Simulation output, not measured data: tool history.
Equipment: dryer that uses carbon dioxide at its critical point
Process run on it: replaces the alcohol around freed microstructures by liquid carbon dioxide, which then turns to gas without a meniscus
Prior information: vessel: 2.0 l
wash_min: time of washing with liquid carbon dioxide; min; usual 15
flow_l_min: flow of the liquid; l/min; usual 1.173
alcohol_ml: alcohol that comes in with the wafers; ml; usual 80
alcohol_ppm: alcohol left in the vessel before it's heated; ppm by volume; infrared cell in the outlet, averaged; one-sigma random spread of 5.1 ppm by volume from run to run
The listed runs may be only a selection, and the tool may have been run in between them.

Run 1, hour 0.0: usual settings. Result: alcohol_ppm 180 ppm by volume.
Run 2, hour 20.9: usual settings. Result: alcohol_ppm 186 ppm by volume.
Run 3, hour 41.4: usual settings. Result: alcohol_ppm 194 ppm by volume.
Run 4, hour 56.6: usual settings. Result: alcohol_ppm 206 ppm by volume.
Run 5, hour 73.8: usual settings. Result: alcohol_ppm 213 ppm by volume.
Run 6, hour 89.0: usual settings. Result: alcohol_ppm 217 ppm by volume.
Run 7, hour 106.0: usual settings. Result: alcohol_ppm 220 ppm by volume.
Run 8, hour 116.7: usual settings. Result: alcohol_ppm 224 ppm by volume.
Run 9, hour 136.8: usual settings. Result: alcohol_ppm 229 ppm by volume.
Run 10, hour 153.2: usual settings. Result: alcohol_ppm 248 ppm by volume.
At hour 169.3: inlet filter changed.
Run 11, hour 169.4: usual settings. Result: alcohol_ppm 159 ppm by volume.
Run 12, hour 184.9: usual settings. Result: alcohol_ppm 165 ppm by volume.
Run 13, hour 204.4: usual settings. Result: alcohol_ppm 184 ppm by volume.
Run 14, hour 215.1: usual settings. Result: alcohol_ppm 182 ppm by volume.
Run 15, hour 235.9: usual settings. Result: alcohol_ppm 191 ppm by volume.
Run 16, hour 247.4: usual settings. Result: alcohol_ppm 186 ppm by volume.
Run 17, hour 260.4: usual settings. Result: alcohol_ppm 195 ppm by volume.
Run 18, hour 278.5: usual settings. Result: alcohol_ppm 201 ppm by volume.
Run 19, hour 288.1: usual settings but flow_l_min 1.490 l/min, alcohol_ml 85 ml. Result: alcohol_ppm 156 ppm by volume.
Run 20, hour 297.9: usual settings but flow_l_min 1.490 l/min, alcohol_ml 85 ml. Result: alcohol_ppm 155 ppm by volume.
Run 21, hour 306.8: usual settings but flow_l_min 1.250 l/min, alcohol_ml 46 ml. Result: alcohol_ppm 164 ppm by volume.
Run 22, hour 325.7: usual settings but wash_min 11 min, flow_l_min 1.260 l/min, alcohol_ml 20 ml. Result: alcohol_ppm 206 ppm by volume.
Run 23, hour 346.9: usual settings but wash_min 19 min, flow_l_min 0.910 l/min, alcohol_ml 25 ml. Result: alcohol_ppm 169 ppm by volume.
Run 24, hour 365.0: usual settings but wash_min 16 min, flow_l_min 1.440 l/min, alcohol_ml 118 ml. Result: alcohol_ppm 165 ppm by volume.
Run 25, hour 374.0: usual settings but wash_min 19 min, flow_l_min 1.050 l/min, alcohol_ml 75 ml. Result: alcohol_ppm 184 ppm by volume.
Run 26, hour 383.5: usual settings but wash_min 17 min, flow_l_min 1.570 l/min, alcohol_ml 49 ml. Result: alcohol_ppm 151 ppm by volume.
Run 27, hour 401.7: usual settings but wash_min 19 min, flow_l_min 1.820 l/min, alcohol_ml 63 ml. Result: alcohol_ppm 152 ppm by volume.
Run 28, hour 422.2: usual settings but wash_min 19 min, flow_l_min 1.820 l/min, alcohol_ml 63 ml. Result: alcohol_ppm 166 ppm by volume.
Run 29, hour 439.4: usual settings but flow_l_min 1.300 l/min, alcohol_ml 47 ml. Result: alcohol_ppm 178 ppm by volume.

For run 30, what comes out?
Run 30, hour 451.2: usual settings but wash_min 23 min, flow_l_min 1.800 l/min, alcohol_ml 32 ml. Result: alcohol_ppm ?.

alcohol_ppm: 149 ppm by volume
Take away the tool's hidden state, keep the run-to-run variation as it was, and the same run would have given alcohol_ppm 0 ppm by volume.
